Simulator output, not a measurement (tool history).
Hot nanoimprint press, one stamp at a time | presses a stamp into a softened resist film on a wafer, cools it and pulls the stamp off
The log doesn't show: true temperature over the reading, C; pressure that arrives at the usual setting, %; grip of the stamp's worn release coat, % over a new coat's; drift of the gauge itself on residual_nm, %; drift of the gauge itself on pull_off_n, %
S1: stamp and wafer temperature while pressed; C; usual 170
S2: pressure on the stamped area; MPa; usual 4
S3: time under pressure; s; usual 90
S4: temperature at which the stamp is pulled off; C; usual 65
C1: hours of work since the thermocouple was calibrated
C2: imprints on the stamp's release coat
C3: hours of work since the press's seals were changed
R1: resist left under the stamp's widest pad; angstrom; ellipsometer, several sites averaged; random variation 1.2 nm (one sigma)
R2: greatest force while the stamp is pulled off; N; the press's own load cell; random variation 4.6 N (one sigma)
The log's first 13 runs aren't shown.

run	hour	S1	S2	S3	S4	C1	C2	C3	R1	R2
14	420	170	4	90	65	123	1933	432	3394	308
15	451.5	170	4	90	65	143	2031	452	3390	309
16	473.2	170	2.56	90	65	157	2098	466	4217	308
# hour 486.7: stamp cleaned and given a new release coat
17	500.4	170	2.56	90	66	170	43	479	4217	230
18	533.6	170	4.22	47	65	191	146	500	4037	241
19	576.5	170	4.62	47	55	218	279	528	3869	253
20	605.9	170	4.62	47	55	237	370	546	3885	253
# hour 632.9: plate thermocouple calibrated
21	647	165	4.62	56	55	9	489	570	4416	257
22	683.7	165	4.62	56	55	32	602	594	4399	259
23	712.2	165	4.62	56	55	50	691	612	4405	267
24	750.9	165	4.62	56	55	75	811	636	4391	268
25	783.9	159	4	90	65	95	913	657	5008	267
26	819.8	159	4	90	65	118	1025	680	4963	274
27	859.4	174	4	90	72	143	1148	705	2968	269
28	880.3	179	2.51	79	71	156	1213	718	3359	268
29	902.1	165	2.71	75	71	170	1280	732	4995	276
30	920.9	175	3.51	69	57	182	1339	744	3341	299

Forecast each of these 4 alternatives for the next run:
A	947.9	176	3.51	69	59	199	1422	761	?	?
B	947.9	170	4	90	60	199	1422	761	?	?
C	947.9	170	3.49	90	65	199	1422	761	?	?
D	947.9	170	3.5	69	65	199	1422	761	?	?

run	R1	R2
A	3241	290
B	3412	291
C	3651	283
D	3947	289
Without the tool's hidden state the same runs would have given:
run	R1	R2
A	3198	230
B	3360	231
C	3608	224
D	3903	229
